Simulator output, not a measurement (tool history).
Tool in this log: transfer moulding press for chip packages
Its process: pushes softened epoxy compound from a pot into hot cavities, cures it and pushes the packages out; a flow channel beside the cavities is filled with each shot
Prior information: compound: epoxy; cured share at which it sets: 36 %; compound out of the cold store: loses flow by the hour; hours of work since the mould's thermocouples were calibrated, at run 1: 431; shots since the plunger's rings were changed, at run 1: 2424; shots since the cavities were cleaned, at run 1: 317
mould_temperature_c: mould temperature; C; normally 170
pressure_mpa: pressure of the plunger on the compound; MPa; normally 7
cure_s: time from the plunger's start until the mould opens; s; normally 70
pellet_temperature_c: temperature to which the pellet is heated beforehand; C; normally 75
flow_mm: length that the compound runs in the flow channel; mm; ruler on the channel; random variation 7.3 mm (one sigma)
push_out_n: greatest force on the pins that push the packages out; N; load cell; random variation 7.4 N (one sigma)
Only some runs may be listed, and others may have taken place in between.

run     day  mould_temperature_c  pressure_mpa  cure_s  pellet_temperature_c  hours of work since the mould's thermocouples were calibrated  shots since the plunger's rings were changed  shots since the cavities were cleaned  incoming compound's hours out of the cold store  flow_mm  push_out_n
  1   0.000                  170             7      70                    75                                                            431                                          2424                                    317                                             16.0      838         451
  2   1.083                  170             7      70                    75                                                            448                                          2871                                    764                                             25.5      796         557
      1.604  -- cavities cleaned with cleaning compound and waxed
  3   2.167                  170             7      70                    75                                                            464                                          3293                                    232                                             36.7      760         754
  4   3.279                  170             7      70                    75                                                            481                                          3753                                    692                                             37.1      749         702
      3.933  -- cavities cleaned with cleaning compound and waxed
  5   4.912                  170             7      70                    75                                                            506                                          4401                                    403                                             35.9      750         460
      6.342  -- cavities cleaned with cleaning compound and waxed, once more
  6   6.504                  170             7      70                    75                                                            530                                          5034                                     67                                             17.5      810         338
  7   7.746                  170             7      70                    75                                                            550                                          5547                                    580                                             47.6      692         507
      8.571  -- plunger's sealing rings changed
      8.788  -- cavities cleaned with cleaning compound and waxed
  8   9.167                  170             7      70                    75                                                            569                                           219                                    156                                             40.9      786         364
  9   9.896                  170             7      70                    75                                                            581                                           522                                    459                                             44.9      769         459
     11.217  -- cavities cleaned with cleaning compound and waxed
 10  11.275                  170             7      70                    75                                                            601                                          1065                                     23                                             24.8      817         306
 11  12.679                  170             7      55                    75                                                            624                                          1646                                    604                                             37.4      775         993
     13.675  -- cavities cleaned with cleaning compound and waxed
 12  13.896                  170             7      70                    75                                                            642                                          2123                                     91                                             12.6      836         367
 13  15.425                  170             7      70                    77                                                            666                                          2755                                    723                                             29.0      781         551
     16.046  -- cavities cleaned with cleaning compound and waxed
 14  16.638                  170             7      70                    77                                                            684                                          3230                                    245                                             34.2      772         399

Expected results for the next run?
     18.433  -- cavities cleaned with cleaning compound and waxed
 15  18.433                  173             7      70                    81                                                            711                                          3946                                      0                                             47.5        ?           ?

{"run 15": {"flow_mm": 709, "push_out_n": 228}}
Without the tool's hidden state the same run would have given flow_mm 765 mm, push_out_n 238 N.
